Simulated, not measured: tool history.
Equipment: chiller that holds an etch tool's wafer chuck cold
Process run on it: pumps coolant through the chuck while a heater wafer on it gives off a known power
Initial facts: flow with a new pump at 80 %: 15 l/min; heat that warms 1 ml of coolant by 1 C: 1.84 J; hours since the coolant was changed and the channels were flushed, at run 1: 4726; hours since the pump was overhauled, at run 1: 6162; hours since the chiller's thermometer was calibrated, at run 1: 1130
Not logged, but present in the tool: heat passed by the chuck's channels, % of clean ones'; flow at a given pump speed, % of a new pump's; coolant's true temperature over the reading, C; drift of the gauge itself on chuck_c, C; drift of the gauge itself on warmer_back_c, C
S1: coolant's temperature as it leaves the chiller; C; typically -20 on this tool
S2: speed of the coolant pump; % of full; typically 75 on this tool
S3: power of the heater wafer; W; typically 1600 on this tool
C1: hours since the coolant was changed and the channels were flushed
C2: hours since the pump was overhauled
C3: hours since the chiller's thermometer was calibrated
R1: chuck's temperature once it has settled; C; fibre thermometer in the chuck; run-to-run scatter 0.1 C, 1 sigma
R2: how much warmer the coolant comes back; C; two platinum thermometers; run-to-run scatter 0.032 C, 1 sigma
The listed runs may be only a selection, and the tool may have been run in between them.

{"run": 1, "hour": 0.0, "S1": -20, "S2": 75, "S3": 1600, "C1": 4726, "C2": 6162, "C3": 1130, "R1": -3, "R2": 4}
{"run": 2, "hour": 149.8, "S1": -20, "S2": 75, "S3": 1600, "C1": 4875, "C2": 6311, "C3": 1280, "R1": -2.9, "R2": 4.05}
{"run": 3, "hour": 305.6, "S1": -20, "S2": 75, "S3": 1600, "C1": 5031, "C2": 6467, "C3": 1436, "R1": -2.8, "R2": 4.02}
{"run": 4, "hour": 421.7, "S1": -20, "S2": 75, "S3": 1600, "C1": 5147, "C2": 6583, "C3": 1552, "R1": -2.6, "R2": 4}
{"run": 5, "hour": 544.3, "S1": -20, "S2": 75, "S3": 1600, "C1": 5270, "C2": 6706, "C3": 1674, "R1": -2.6, "R2": 4.14}
{"hour": 558.7, "done": "chiller's thermometer calibrated"}
{"run": 6, "hour": 646.4, "S1": -20, "S2": 75, "S3": 1600, "C1": 5371, "C2": 6807, "C3": 88, "R1": -2.6, "R2": 4.09}
{"run": 7, "hour": 784.6, "S1": -20, "S2": 75, "S3": 1600, "C1": 5509, "C2": 6945, "C3": 226, "R1": -2.4, "R2": 4.13}
{"run": 8, "hour": 924.5, "S1": -18, "S2": 95, "S3": 1769, "C1": 5649, "C2": 7085, "C3": 366, "R1": -2, "R2": 3.55}
{"run": 9, "hour": 1028.5, "S1": -18, "S2": 95, "S3": 1769, "C1": 5753, "C2": 7189, "C3": 470, "R1": -2, "R2": 3.5}

The next listed run, before its measurement:
{"run": 10, "hour": 1100.7, "S1": -18, "S2": 95, "S3": 1769, "C1": 5825, "C2": 7261, "C3": 542, "R1": "?", "R2": "?"}

R1: -2.1 C
R2: 3.5 C
Minus the tool's unlogged condition, the same run would have read R1 -5.3 C, R2 3.18 C.

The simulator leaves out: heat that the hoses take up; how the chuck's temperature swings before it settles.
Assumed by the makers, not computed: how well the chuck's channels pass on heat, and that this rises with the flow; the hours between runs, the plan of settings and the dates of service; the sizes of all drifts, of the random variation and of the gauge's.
